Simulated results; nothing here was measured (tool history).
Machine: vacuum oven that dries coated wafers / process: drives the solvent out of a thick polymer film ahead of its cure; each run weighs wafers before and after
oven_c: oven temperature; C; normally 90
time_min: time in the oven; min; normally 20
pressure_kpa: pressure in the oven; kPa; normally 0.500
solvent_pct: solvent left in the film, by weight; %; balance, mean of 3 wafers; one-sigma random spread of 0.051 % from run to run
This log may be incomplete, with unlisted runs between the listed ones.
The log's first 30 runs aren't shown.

run   hour  oven_c  time_min  pressure_kpa  hours of work since the thermocouples were calibrated  hours of work since the vacuum gauge was cleaned of residue  solvent_pct
 31  323.1      90        20         1.831                                                    742                                                          373         1.72
 32  336.5      90        12         0.251                                                    748                                                          379         2.16
     339.8  -- oven's thermocouples calibrated
 33  350.6      90        20         0.325                                                      5                                                          385         0.89
 34  361.1     102        20         1.893                                                      9                                                          389         0.86
 35  368.0      90        20         1.136                                                     12                                                          392         1.36
     375.8  -- oven's thermocouples calibrated, once more
 36  379.5      90        20         1.136                                                      2                                                          396         1.40
 37  385.8      97        14         0.945                                                      4                                                          399         0.99
 38  400.1      97        33         0.945                                                     11                                                          406         0.56
 39  415.0      82        20         0.292                                                     17                                                          412         2.23
 40  424.2     103        14         0.500                                                     21                                                          416         0.36
 41  435.3     103        14         0.500                                                     26                                                          421         0.35

The next listed run, before its measurement:
 42  449.9      98        20         0.251                                                     33                                                          427            ?

solvent_pct: 0.33 %
Had the tool carried no hidden state, the very same run would have given solvent_pct 0.23 %.
